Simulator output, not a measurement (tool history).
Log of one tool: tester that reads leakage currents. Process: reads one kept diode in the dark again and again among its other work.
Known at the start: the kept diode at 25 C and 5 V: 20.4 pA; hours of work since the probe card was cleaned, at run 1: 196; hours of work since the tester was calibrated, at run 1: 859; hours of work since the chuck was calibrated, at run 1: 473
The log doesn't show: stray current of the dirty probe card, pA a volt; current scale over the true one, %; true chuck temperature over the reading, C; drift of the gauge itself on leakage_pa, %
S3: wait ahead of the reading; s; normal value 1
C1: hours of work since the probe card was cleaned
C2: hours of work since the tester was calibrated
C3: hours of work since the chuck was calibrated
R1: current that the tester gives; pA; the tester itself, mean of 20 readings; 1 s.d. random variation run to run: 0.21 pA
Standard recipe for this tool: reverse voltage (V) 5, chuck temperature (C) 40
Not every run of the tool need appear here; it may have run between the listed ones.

run 1 hour=0 | reverse_voltage_(V)=5 chuck_temperature_(C)=40 S3=1 | C1=196 C2=859 C3=473 | R1=66.31
run 2 hour=58.1 | reverse_voltage_(V)=5 chuck_temperature_(C)=40 S3=1 | C1=220 C2=883 C3=497 | R1=66.7
run 3 hour=100.3 | reverse_voltage_(V)=5 chuck_temperature_(C)=40 S3=1 | C1=238 C2=901 C3=515 | R1=66.86
run 4 hour=134.5 | reverse_voltage_(V)=5 chuck_temperature_(C)=40 S3=1 | C1=252 C2=915 C3=529 | R1=66.52
run 5 hour=177.8 | reverse_voltage_(V)=5 chuck_temperature_(C)=40 S3=0.64 | C1=270 C2=933 C3=547 | R1=67.92
run 6 hour=208.3 | reverse_voltage_(V)=5 chuck_temperature_(C)=40 S3=0.64 | C1=282 C2=946 C3=560 | R1=67.74
-- hour=235.6 chuck's temperature calibrated
run 7 hour=240.9 | reverse_voltage_(V)=5 chuck_temperature_(C)=40 S3=0.64 | C1=295 C2=958 C3=2 | R1=67.6
run 8 hour=272 | reverse_voltage_(V)=5 chuck_temperature_(C)=40 S3=0.64 | C1=308 C2=971 C3=15 | R1=67.42
run 9 hour=326.8 | reverse_voltage_(V)=5 chuck_temperature_(C)=40 S3=5.05 | C1=331 C2=994 C3=38 | R1=65.48
run 10 hour=385.6 | reverse_voltage_(V)=5 chuck_temperature_(C)=40 S3=5.05 | C1=355 C2=1018 C3=62 | R1=65.24
run 11 hour=428.1 | reverse_voltage_(V)=5 chuck_temperature_(C)=40 S3=5.05 | C1=373 C2=1036 C3=80 | R1=65.2
run 12 hour=485.7 | reverse_voltage_(V)=6.9 chuck_temperature_(C)=20 S3=5.6 | C1=397 C2=1060 C3=104 | R1=16.44
run 13 hour=518.2 | reverse_voltage_(V)=1.14 chuck_temperature_(C)=27 S3=3.26 | C1=410 C2=1073 C3=117 | R1=11.89
run 14 hour=554.2 | reverse_voltage_(V)=1.14 chuck_temperature_(C)=27 S3=3.26 | C1=425 C2=1088 C3=132 | R1=11.78
run 15 hour=595.6 | reverse_voltage_(V)=1.14 chuck_temperature_(C)=27 S3=3.26 | C1=442 C2=1105 C3=149 | R1=11.76
run 16 hour=622.7 | reverse_voltage_(V)=1.14 chuck_temperature_(C)=27 S3=3.26 | C1=453 C2=1117 C3=161 | R1=11.77
run 17 hour=668.1 | reverse_voltage_(V)=1.8 chuck_temperature_(C)=22 S3=4.63 | C1=472 C2=1135 C3=179 | R1=9.78
run 18 hour=708.5 | reverse_voltage_(V)=1.16 chuck_temperature_(C)=23 S3=1.1 | C1=489 C2=1152 C3=196 | R1=8.89

Each row is a separate what-if for the run after 18, all from the same tool condition, not one after another. Results?
run A hour=751.4 | reverse_voltage_(V)=5 chuck_temperature_(C)=53 S3=1 | C1=507 C2=1170 C3=214 | R1=?
run B hour=751.4 | reverse_voltage_(V)=3.92 chuck_temperature_(C)=24 S3=2.84 | C1=507 C2=1170 C3=214 | R1=?
run C hour=751.4 | reverse_voltage_(V)=13.95 chuck_temperature_(C)=53 S3=4.54 | C1=507 C2=1170 C3=214 | R1=?
run D hour=751.4 | reverse_voltage_(V)=5.76 chuck_temperature_(C)=22 S3=1.1 | C1=507 C2=1170 C3=214 | R1=?

run=A R1=164.11
run=B R1=17.22
run=C R1=269.38
run=D R1=18.91
Without the tool's hidden state the same runs would have given:
run=A R1=164.07
run=B R1=17.22
run=C R1=269.31
run=D R1=18.9
